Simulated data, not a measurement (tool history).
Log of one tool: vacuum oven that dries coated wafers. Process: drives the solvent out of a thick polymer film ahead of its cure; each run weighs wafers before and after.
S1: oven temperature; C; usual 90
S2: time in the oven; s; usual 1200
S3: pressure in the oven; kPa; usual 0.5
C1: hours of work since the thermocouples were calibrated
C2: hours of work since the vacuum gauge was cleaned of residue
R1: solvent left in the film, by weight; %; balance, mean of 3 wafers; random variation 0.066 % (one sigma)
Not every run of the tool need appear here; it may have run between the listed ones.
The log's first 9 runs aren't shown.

{"run": 10, "hour": 638.0, "S1": 79, "S2": 1200, "S3": 0.5, "C1": 1093, "C2": 329, "R1": 11.62}
{"run": 11, "hour": 722.1, "S1": 79, "S2": 1200, "S3": 0.5, "C1": 1131, "C2": 368, "R1": 11.61}
{"run": 12, "hour": 813.2, "S1": 79, "S2": 1200, "S3": 0.5, "C1": 1173, "C2": 410, "R1": 11.56}
{"run": 13, "hour": 881.0, "S1": 79, "S2": 1200, "S3": 0.5, "C1": 1205, "C2": 441, "R1": 11.82}
{"run": 14, "hour": 977.5, "S1": 90, "S2": 1080, "S3": 0.5, "C1": 1249, "C2": 485, "R1": 6.38}
{"run": 15, "hour": 1072.1, "S1": 90, "S2": 1080, "S3": 0.5, "C1": 1293, "C2": 529, "R1": 6.56}
{"run": 16, "hour": 1114.9, "S1": 90, "S2": 1200, "S3": 0.5, "C1": 1312, "C2": 549, "R1": 5.83}
{"run": 17, "hour": 1203.9, "S1": 90, "S2": 1200, "S3": 0.5, "C1": 1353, "C2": 590, "R1": 5.72}
{"hour": 1215.2, "done": "oven's thermocouples calibrated"}
{"run": 18, "hour": 1298.1, "S1": 90, "S2": 1200, "S3": 0.5, "C1": 38, "C2": 632, "R1": 4.6}
{"run": 19, "hour": 1373.2, "S1": 90, "S2": 1200, "S3": 0.5, "C1": 73, "C2": 667, "R1": 4.64}
{"run": 20, "hour": 1458.5, "S1": 90, "S2": 1200, "S3": 0.5, "C1": 112, "C2": 706, "R1": 4.6}
{"run": 21, "hour": 1531.6, "S1": 90, "S2": 1200, "S3": 0.5, "C1": 146, "C2": 740, "R1": 4.67}
{"run": 22, "hour": 1584.3, "S1": 90, "S2": 1200, "S3": 0.5, "C1": 170, "C2": 764, "R1": 4.73}
{"run": 23, "hour": 1648.0, "S1": 90, "S2": 1200, "S3": 0.5, "C1": 199, "C2": 793, "R1": 4.79}
{"run": 24, "hour": 1739.6, "S1": 90, "S2": 1200, "S3": 0.5, "C1": 242, "C2": 836, "R1": 4.78}
{"run": 25, "hour": 1799.6, "S1": 75, "S2": 780, "S3": 0.5, "C1": 269, "C2": 863, "R1": 15.17}
{"run": 26, "hour": 1877.2, "S1": 99, "S2": 1800, "S3": 0.835, "C1": 305, "C2": 899, "R1": 0.57}

Predict the results of run 27:
{"run": 27, "hour": 1974.6, "S1": 99, "S2": 1800, "S3": 0.835, "C1": 350, "C2": 944, "R1": "?"}

Run 27 measured R1 0.61 %.
The same run, on a tool lacking any hidden state, would have yielded R1 0.47 %.
